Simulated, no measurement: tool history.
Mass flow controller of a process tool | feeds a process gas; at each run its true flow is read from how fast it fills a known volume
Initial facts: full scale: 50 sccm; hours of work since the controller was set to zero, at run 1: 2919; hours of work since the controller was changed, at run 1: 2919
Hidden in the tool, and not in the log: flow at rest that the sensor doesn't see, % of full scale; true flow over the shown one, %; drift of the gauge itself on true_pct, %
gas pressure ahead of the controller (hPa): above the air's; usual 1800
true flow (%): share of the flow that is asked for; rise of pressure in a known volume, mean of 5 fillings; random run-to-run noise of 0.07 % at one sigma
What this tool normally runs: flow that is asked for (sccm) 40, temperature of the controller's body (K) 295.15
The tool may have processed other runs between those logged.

run    hour  flow that is asked for (sccm)  gas pressure ahead of the controller (hPa)  temperature of the controller's body (K)  hours of work since the controller was set to zero  hours of work since the controller was changed  true flow (%)
  1     0.0                             40                                        1800                                    295.15                                                2919                                            2919         100.16
  2   113.7                             40                                        1800                                    295.15                                                3002                                            3002         100.25
  3   185.8                             40                                        1800                                    295.15                                                3054                                            3054         100.13
  4   284.4                             40                                        1800                                    295.15                                                3126                                            3126         100.22
  5   416.8                             40                                        1800                                    295.15                                                3223                                            3223         100.20
  6   524.9                             40                                        1800                                    295.15                                                3302                                            3302         100.21
  7   600.3                             40                                        1800                                    310.15                                                3357                                            3357         102.16
  8   686.5                             40                                        1800                                    295.15                                                3420                                            3420         100.17
  9   800.4                             40                                        1800                                    295.15                                                3503                                            3503         100.38
 10   894.7                             40                                        1800                                    305.15                                                3572                                            3572         101.68
 11   998.2                             40                                        1800                                    305.15                                                3647                                            3647         101.61
 12  1064.5                             40                                        1800                                    305.15                                                3696                                            3696         101.75
 13  1175.0                             40                                        1800                                    305.15                                                3776                                            3776         101.79
 14  1269.1                             40                                        1800                                    305.15                                                3845                                            3845         101.66
 15  1329.4                             40                                        1800                                    305.15                                                3889                                            3889         101.76
 16  1385.1                             40                                        1800                                    305.15                                                3930                                            3930         101.78
 17  1483.0                             40                                        2610                                    295.15                                                4001                                            4001         100.33
 18  1566.6                             40                                        2610                                    295.15                                                4062                                            4062         100.44
 19  1672.6                             40                                        1550                                    295.15                                                4140                                            4140         100.73
 20  1756.7                             30                                        1800                                    309.15                                                4201                                            4201         101.93
 21  1827.1                             30                                        1800                                    309.15                                                4252                                            4252         101.90
 22  1946.8                             38                                        2330                                    295.15                                                4340                                            4340         100.47
 23  2036.6                             38                                        2330                                    298.15                                                4405                                            4405         100.91
 24  2129.1                             24                                        2330                                    299.15                                                4473                                            4473         100.33
 25  2253.1                              8                                        1800                                    295.15                                                4563                                            4563          97.93
 26  2384.0                              8                                        1800                                    295.15                                                4659                                            4659          97.96
 27  2473.2                             13                                        1800                                    295.15                                                4724                                            4724          98.98
 28  2572.2                             34                                        2410                                    295.15                                                4796                                            4796         100.40
 29  2696.5                             34                                        2410                                    295.15                                                4887                                            4887         100.38
 30  2768.3                             40                                        1800                                    309.15                                                4939                                            4939         102.66
 31  2873.4                             27                                        1800                                    297.15                                                5016                                            5016         100.48
 32  2968.6                             27                                        1800                                    297.15                                                5085                                            5085         100.67
 33  3059.7                             34                                        1520                                    299.15                                                5152                                            5152         101.26
 34  3125.8                             40                                        1950                                    295.15                                                5200                                            5200         101.01
 35  3201.8                             46                                        1950                                    295.15                                                5256                                            5256         101.37
 36  3306.7                             46                                        1950                                    295.15                                                5332                                            5332         101.36

Difference, measured minus no-hidden-state, one row per run. Run-to-run variation is common to both terms; the gauge's own scatter need not be:
run  true flow (%)
  1          +0.89
  2          +0.92
  3          +0.94
  4          +0.96
  5          +1.00
  6          +1.03
  7          +1.05
  8          +1.07
  9          +1.11
 10          +1.13
 11          +1.16
 12          +1.18
 13          +1.21
 14          +1.24
 15          +1.25
 16          +1.28
 17          +1.30
 18          +1.33
 19          +1.35
 20          +1.26
 21          +1.27
 22          +1.41
 23          +1.43
 24          +1.21
 25          -0.07
 26          -0.07
 27          +0.72
 28          +1.53
 29          +1.56
 30          +1.65
 31          +1.48
 32          +1.51
 33          +1.66
 34          +1.75
 35          +1.84
 36          +1.87

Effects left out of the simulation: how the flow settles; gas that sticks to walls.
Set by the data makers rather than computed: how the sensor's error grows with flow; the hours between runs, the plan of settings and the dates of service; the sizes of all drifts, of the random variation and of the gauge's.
